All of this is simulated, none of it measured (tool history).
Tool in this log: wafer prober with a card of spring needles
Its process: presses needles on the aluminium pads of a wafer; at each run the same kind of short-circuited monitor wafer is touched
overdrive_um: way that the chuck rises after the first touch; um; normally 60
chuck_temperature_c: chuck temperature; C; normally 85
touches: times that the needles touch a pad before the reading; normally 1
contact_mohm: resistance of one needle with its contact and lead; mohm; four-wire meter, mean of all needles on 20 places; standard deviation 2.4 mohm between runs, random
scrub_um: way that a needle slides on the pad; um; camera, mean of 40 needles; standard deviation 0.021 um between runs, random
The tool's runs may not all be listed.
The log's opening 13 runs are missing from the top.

{"hour": 161.5, "done": "tips cleaned on abrasive film"}
{"run": 14, "hour": 163.7, "overdrive_um": 60, "chuck_temperature_c": 85, "touches": 1, "contact_mohm": 266, "scrub_um": 13.43}
{"run": 15, "hour": 173.8, "overdrive_um": 60, "chuck_temperature_c": 85, "touches": 1, "contact_mohm": 268, "scrub_um": 13.45}
{"hour": 177.6, "done": "tips cleaned on abrasive film"}
{"run": 16, "hour": 184.0, "overdrive_um": 60, "chuck_temperature_c": 85, "touches": 1, "contact_mohm": 267, "scrub_um": 13.46}
{"hour": 194.5, "done": "tips cleaned on abrasive film"}
{"run": 17, "hour": 194.8, "overdrive_um": 60, "chuck_temperature_c": 85, "touches": 1, "contact_mohm": 267, "scrub_um": 13.46}
{"hour": 210.6, "done": "tips cleaned on abrasive film"}
{"run": 18, "hour": 211.2, "overdrive_um": 60, "chuck_temperature_c": 44, "touches": 1, "contact_mohm": 253, "scrub_um": 13.42}
{"run": 19, "hour": 225.9, "overdrive_um": 77, "chuck_temperature_c": 95, "touches": 1, "contact_mohm": 266, "scrub_um": 17.33}
{"hour": 227.2, "done": "tips cleaned on abrasive film"}
{"run": 20, "hour": 238.1, "overdrive_um": 77, "chuck_temperature_c": 95, "touches": 1, "contact_mohm": 265, "scrub_um": 17.33}
{"hour": 243.4, "done": "tips cleaned on abrasive film"}
{"run": 21, "hour": 256.4, "overdrive_um": 77, "chuck_temperature_c": 95, "touches": 1, "contact_mohm": 264, "scrub_um": 17.29}
{"hour": 259.5, "done": "tips cleaned on abrasive film"}
{"run": 22, "hour": 270.5, "overdrive_um": 52, "chuck_temperature_c": 60, "touches": 1, "contact_mohm": 263, "scrub_um": 11.7}
{"hour": 276.1, "done": "tips cleaned on abrasive film"}
{"hour": 283.2, "done": "height of the first contact set anew"}
{"run": 23, "hour": 284.8, "overdrive_um": 42, "chuck_temperature_c": 44, "touches": 2, "contact_mohm": 259, "scrub_um": 9.44}
{"hour": 293.2, "done": "tips cleaned on abrasive film"}
{"run": 24, "hour": 298.2, "overdrive_um": 60, "chuck_temperature_c": 85, "touches": 3, "contact_mohm": 263, "scrub_um": 13.56}
{"hour": 309.9, "done": "tips cleaned on abrasive film"}
{"run": 25, "hour": 309.9, "overdrive_um": 55, "chuck_temperature_c": 86, "touches": 1, "contact_mohm": 272, "scrub_um": 12.45}
{"hour": 326.3, "done": "tips cleaned on abrasive film"}
{"run": 26, "hour": 326.5, "overdrive_um": 55, "chuck_temperature_c": 86, "touches": 1, "contact_mohm": 265, "scrub_um": 12.4}
{"run": 27, "hour": 341.1, "overdrive_um": 55, "chuck_temperature_c": 86, "touches": 1, "contact_mohm": 266, "scrub_um": 12.45}
{"hour": 342.2, "done": "tips cleaned on abrasive film"}
{"hour": 358.2, "done": "tips cleaned on abrasive film"}
{"run": 28, "hour": 359.0, "overdrive_um": 40, "chuck_temperature_c": 80, "touches": 2, "contact_mohm": 270, "scrub_um": 9.02}
{"run": 29, "hour": 368.1, "overdrive_um": 51, "chuck_temperature_c": 28, "touches": 3, "contact_mohm": 256, "scrub_um": 11.57}
{"hour": 374.0, "done": "tips cleaned on abrasive film"}
{"run": 30, "hour": 376.9, "overdrive_um": 42, "chuck_temperature_c": 61, "touches": 2, "contact_mohm": 262, "scrub_um": 9.51}
{"hour": 389.8, "done": "tips cleaned on abrasive film"}
{"run": 31, "hour": 390.4, "overdrive_um": 42, "chuck_temperature_c": 61, "touches": 2, "contact_mohm": 258, "scrub_um": 9.49}
{"run": 32, "hour": 399.1, "overdrive_um": 60, "chuck_temperature_c": 85, "touches": 2, "contact_mohm": 268, "scrub_um": 13.57}
{"hour": 405.5, "done": "tips cleaned on abrasive film"}
{"run": 33, "hour": 409.1, "overdrive_um": 48, "chuck_temperature_c": 44, "touches": 2, "contact_mohm": 255, "scrub_um": 10.9}
{"run": 34, "hour": 417.3, "overdrive_um": 48, "chuck_temperature_c": 64, "touches": 2, "contact_mohm": 262, "scrub_um": 10.89}

3 ways to go on from here, each from the tool as it stands after run 34. What would each give?
{"hour": 421.9, "done": "tips cleaned on abrasive film"}
{"run": "A", "hour": 431.6, "overdrive_um": 65, "chuck_temperature_c": 77, "touches": 2, "contact_mohm": "?", "scrub_um": "?"}
{"hour": 421.9, "done": "tips cleaned on abrasive film"}
{"run": "B", "hour": 431.6, "overdrive_um": 63, "chuck_temperature_c": 64, "touches": 2, "contact_mohm": "?", "scrub_um": "?"}
{"hour": 421.9, "done": "tips cleaned on abrasive film"}
{"run": "C", "hour": 431.6, "overdrive_um": 57, "chuck_temperature_c": 64, "touches": 2, "contact_mohm": "?", "scrub_um": "?"}

run=A contact_mohm=264 scrub_um=14.75
run=B contact_mohm=262 scrub_um=14.30
run=C contact_mohm=260 scrub_um=12.95
What these runs would have given with no unlogged condition in the tool:
run=A contact_mohm=263 scrub_um=14.46
run=B contact_mohm=261 scrub_um=14.01
run=C contact_mohm=260 scrub_um=12.69
